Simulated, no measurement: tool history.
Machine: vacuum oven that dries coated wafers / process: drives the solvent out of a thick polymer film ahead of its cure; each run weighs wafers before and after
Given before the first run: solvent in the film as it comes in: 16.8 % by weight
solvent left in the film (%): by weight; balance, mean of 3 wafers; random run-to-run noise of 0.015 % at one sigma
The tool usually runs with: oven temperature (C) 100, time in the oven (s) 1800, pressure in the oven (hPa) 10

| run | day | oven temperature (C) | time in the oven (s) | pressure in the oven (hPa) | solvent left in the film (%) |
|---|---|---|---|---|---|
| 1 | 0 | 100 | 1800 | 10 | 1.56 |
| 2 | 0.821 | 100 | 1800 | 10 | 1.56 |
| 3 | 1.425 | 100 | 1800 | 10 | 1.55 |
| 4 | 2.067 | 103 | 1800 | 10 | 1.28 |
| 5 | 3.075 | 103 | 1800 | 10 | 1.27 |
| 6 | 4.042 | 103 | 1800 | 10 | 1.29 |
| 7 | 5.338 | 103 | 1800 | 10 | 1.3 |
|  | 5.646 | oven's thermocouples calibrated |
| 8 | 6.217 | 100 | 1800 | 10 | 1.64 |
| 9 | 7.433 | 100 | 1800 | 10 | 1.68 |
| 10 | 8.15 | 100 | 1800 | 10 | 1.67 |
| 11 | 8.867 | 100 | 1800 | 10 | 1.7 |
| 12 | 9.625 | 100 | 1140 | 10 | 2.84 |
| 13 | 10.638 | 100 | 1140 | 10 | 2.82 |
|  | 11.292 | vacuum gauge cleaned of residue and calibrated |
| 14 | 11.383 | 100 | 1140 | 10 | 2.63 |
| 15 | 12.179 | 100 | 1800 | 10 | 1.49 |
| 16 | 13.042 | 100 | 1920 | 10 | 1.36 |
| 17 | 14.067 | 100 | 1800 | 10 | 1.45 |
| 18 | 15.488 | 100 | 1800 | 10 | 1.46 |
| 19 | 16.958 | 100 | 1800 | 10 | 1.49 |
| 20 | 18.238 | 100 | 1800 | 10 | 1.48 |
| 21 | 18.958 | 88 | 1140 | 28.8 | 7.63 |
| 22 | 19.946 | 88 | 1560 | 28.8 | 6.54 |
| 23 | 21.225 | 90 | 2040 | 10 | 2.79 |
| 24 | 22.442 | 97 | 1800 | 20.5 | 2.99 |
| 25 | 23.671 | 99 | 1620 | 20.5 | 2.87 |
| 26 | 25.05 | 99 | 1620 | 20.5 | 2.84 |
| 27 | 26.154 | 105 | 1620 | 15.1 | 1.59 |
| 28 | 27.121 | 87 | 1740 | 35.7 | 7.42 |
| 29 | 27.738 | 110 | 1020 | 35.7 | 3.13 |
| 30 | 28.508 | 110 | 1020 | 35.7 | 3.14 |
| 31 | 29.908 | 89 | 2580 | 6.4 | 1.93 |
| 32 | 30.521 | 111 | 960 | 6.4 | 1.31 |
| 33 | 32 | 104 | 1380 | 31.9 | 3.37 |
| 34 | 33.35 | 104 | 1380 | 31.9 | 3.36 |
| 35 | 34.458 | 109 | 1260 | 27.1 | 2.41 |
| 36 | 35.746 | 114 | 1800 | 10 | 0.71 |
| 37 | 37.096 | 114 | 1200 | 35.3 | 2.37 |
| 38 | 38.358 | 89 | 2940 | 10 | 2.23 |
| 39 | 39.438 | 89 | 2940 | 10 | 2.21 |
|  | 39.912 | oven's thermocouples calibrated |
| 40 | 40.162 | 106 | 1740 | 39.5 | 3.19 |

Alternative continuations, all from the tool just after run 40; predict every row:
| A | 41.538 | 88 | 3060 | 17.2 | ? |
| B | 41.538 | 100 | 1260 | 10 | ? |
| C | 41.538 | 93 | 1140 | 39.5 | ? |
| D | 41.538 | 96 | 1200 | 39.5 | ? |
| E | 41.538 | 89 | 1860 | 11.3 | ? |

| run | solvent left in the film (%) |
|---|---|
| A | 3.13 |
| B | 2.26 |
| C | 6.96 |
| D | 5.95 |
| E | 3.34 |
The same runs, with their run-to-run variation unchanged, on a tool lacking any hidden condition would have given:
| run | solvent left in the film (%) |
|---|---|
| A | 2.97 |
| B | 2.17 |
| C | 6.89 |
| D | 5.88 |
| E | 3.21 |
